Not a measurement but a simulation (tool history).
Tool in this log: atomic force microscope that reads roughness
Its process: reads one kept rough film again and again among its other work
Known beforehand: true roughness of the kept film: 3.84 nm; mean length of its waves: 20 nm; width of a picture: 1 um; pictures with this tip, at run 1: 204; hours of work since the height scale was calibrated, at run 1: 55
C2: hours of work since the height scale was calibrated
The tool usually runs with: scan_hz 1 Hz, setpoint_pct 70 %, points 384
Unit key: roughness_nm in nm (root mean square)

run 1 hour=0 | scan_hz=1 setpoint_pct=70 points=384 | pictures_with_this_tip=204 C2=55 | roughness_nm=1.433
run 2 hour=9.9 | scan_hz=1 setpoint_pct=70 points=384 | pictures_with_this_tip=214 C2=61 | roughness_nm=1.369
run 3 hour=22.3 | scan_hz=1 setpoint_pct=70 points=384 | pictures_with_this_tip=226 C2=69 | roughness_nm=1.331
run 4 hour=29.1 | scan_hz=1 setpoint_pct=70 points=384 | pictures_with_this_tip=232 C2=73 | roughness_nm=1.32
run 5 hour=34.9 | scan_hz=1 setpoint_pct=70 points=384 | pictures_with_this_tip=238 C2=76 | roughness_nm=1.326
-- hour=36.2 new tip fitted
run 6 hour=47.9 | scan_hz=1 setpoint_pct=70 points=384 | pictures_with_this_tip=11 C2=84 | roughness_nm=2.466
run 7 hour=59.6 | scan_hz=1 setpoint_pct=70 points=384 | pictures_with_this_tip=22 C2=91 | roughness_nm=2.393
run 8 hour=70 | scan_hz=1 setpoint_pct=70 points=384 | pictures_with_this_tip=32 C2=97 | roughness_nm=2.297
run 9 hour=75.9 | scan_hz=1.61 setpoint_pct=70 points=384 | pictures_with_this_tip=38 C2=100 | roughness_nm=2.192
run 10 hour=82.8 | scan_hz=1.61 setpoint_pct=70 points=384 | pictures_with_this_tip=45 C2=105 | roughness_nm=2.118
run 11 hour=88.1 | scan_hz=1.61 setpoint_pct=70 points=384 | pictures_with_this_tip=50 C2=108 | roughness_nm=2.088
run 12 hour=100.6 | scan_hz=1 setpoint_pct=58 points=384 | pictures_with_this_tip=62 C2=115 | roughness_nm=2.127
run 13 hour=105.8 | scan_hz=1 setpoint_pct=58 points=384 | pictures_with_this_tip=67 C2=118 | roughness_nm=2.109
run 14 hour=111.1 | scan_hz=1 setpoint_pct=58 points=384 | pictures_with_this_tip=72 C2=121 | roughness_nm=2.085
run 15 hour=122.1 | scan_hz=1 setpoint_pct=88 points=384 | pictures_with_this_tip=83 C2=128 | roughness_nm=1.785
run 16 hour=134 | scan_hz=1 setpoint_pct=88 points=384 | pictures_with_this_tip=94 C2=135 | roughness_nm=1.739
run 17 hour=143.1 | scan_hz=0.77 setpoint_pct=70 points=384 | pictures_with_this_tip=103 C2=140 | roughness_nm=1.863
run 18 hour=149.6 | scan_hz=1 setpoint_pct=70 points=354 | pictures_with_this_tip=109 C2=144 | roughness_nm=1.803
run 19 hour=158.3 | scan_hz=1 setpoint_pct=70 points=354 | pictures_with_this_tip=117 C2=150 | roughness_nm=1.768
run 20 hour=170.5 | scan_hz=1 setpoint_pct=70 points=384 | pictures_with_this_tip=129 C2=157 | roughness_nm=1.716
run 21 hour=176.2 | scan_hz=3.36 setpoint_pct=70 points=384 | pictures_with_this_tip=135 C2=160 | roughness_nm=1.502
run 22 hour=182.8 | scan_hz=2.99 setpoint_pct=81 points=507 | pictures_with_this_tip=141 C2=164 | roughness_nm=1.355
run 23 hour=190.2 | scan_hz=2.99 setpoint_pct=81 points=639 | pictures_with_this_tip=148 C2=169 | roughness_nm=1.337
run 24 hour=200.4 | scan_hz=2.99 setpoint_pct=56 points=459 | pictures_with_this_tip=158 C2=175 | roughness_nm=1.597
run 25 hour=210.4 | scan_hz=1.31 setpoint_pct=60 points=338 | pictures_with_this_tip=168 C2=181 | roughness_nm=1.593
run 26 hour=220.3 | scan_hz=1.31 setpoint_pct=60 points=338 | pictures_with_this_tip=177 C2=187 | roughness_nm=1.538
run 27 hour=230.2 | scan_hz=1.31 setpoint_pct=79 points=338 | pictures_with_this_tip=187 C2=192 | roughness_nm=1.402
run 28 hour=242.4 | scan_hz=1.31 setpoint_pct=71 points=378 | pictures_with_this_tip=198 C2=200 | roughness_nm=1.428
run 29 hour=248 | scan_hz=1.93 setpoint_pct=64 points=898 | pictures_with_this_tip=204 C2=203 | roughness_nm=1.441
run 30 hour=260 | scan_hz=0.51 setpoint_pct=55 points=274 | pictures_with_this_tip=216 C2=210 | roughness_nm=1.459
run 31 hour=267.7 | scan_hz=2.67 setpoint_pct=59 points=274 | pictures_with_this_tip=223 C2=215 | roughness_nm=1.334
run 32 hour=273.7 | scan_hz=2.67 setpoint_pct=59 points=274 | pictures_with_this_tip=229 C2=218 | roughness_nm=1.319
run 33 hour=283.1 | scan_hz=2.31 setpoint_pct=62 points=278 | pictures_with_this_tip=238 C2=224 | roughness_nm=1.292
-- hour=285.2 new tip fitted
run 34 hour=291.5 | scan_hz=2.3 setpoint_pct=55 points=384 | pictures_with_this_tip=6 C2=229 | roughness_nm=2.514
run 35 hour=299.4 | scan_hz=1.44 setpoint_pct=55 points=311 | pictures_with_this_tip=14 C2=233 | roughness_nm=2.474
run 36 hour=309 | scan_hz=1.44 setpoint_pct=55 points=311 | pictures_with_this_tip=23 C2=239 | roughness_nm=2.412
run 37 hour=317 | scan_hz=1.44 setpoint_pct=55 points=311 | pictures_with_this_tip=31 C2=244 | roughness_nm=2.335
run 38 hour=326.6 | scan_hz=1.44 setpoint_pct=55 points=311 | pictures_with_this_tip=40 C2=250 | roughness_nm=2.265
run 39 hour=332.2 | scan_hz=1.44 setpoint_pct=55 points=311 | pictures_with_this_tip=46 C2=253 | roughness_nm=2.216
run 40 hour=338.8 | scan_hz=1.44 setpoint_pct=55 points=311 | pictures_with_this_tip=52 C2=257 | roughness_nm=2.171
run 41 hour=349 | scan_hz=0.56 setpoint_pct=68 points=867 | pictures_with_this_tip=62 C2=263 | roughness_nm=2.172

Predict each of these 4 candidate next runs independently; none follows another, all start after run 41:
run A hour=357.8 | scan_hz=0.94 setpoint_pct=70 points=384 | pictures_with_this_tip=70 C2=268 | roughness_nm=?
run B hour=357.8 | scan_hz=1 setpoint_pct=62 points=488 | pictures_with_this_tip=70 C2=268 | roughness_nm=?
run C hour=357.8 | scan_hz=0.56 setpoint_pct=79 points=462 | pictures_with_this_tip=70 C2=268 | roughness_nm=?
run D hour=357.8 | scan_hz=1 setpoint_pct=62 points=384 | pictures_with_this_tip=70 C2=268 | roughness_nm=?

run=A roughness_nm=2.036
run=B roughness_nm=2.083
run=C roughness_nm=2.051
run=D roughness_nm=2.064
Take away the tool's hidden state, keep each run's random variation, and the runs would have read:
run=A roughness_nm=2.597
run=B roughness_nm=2.656
run=C roughness_nm=2.613
run=D roughness_nm=2.634
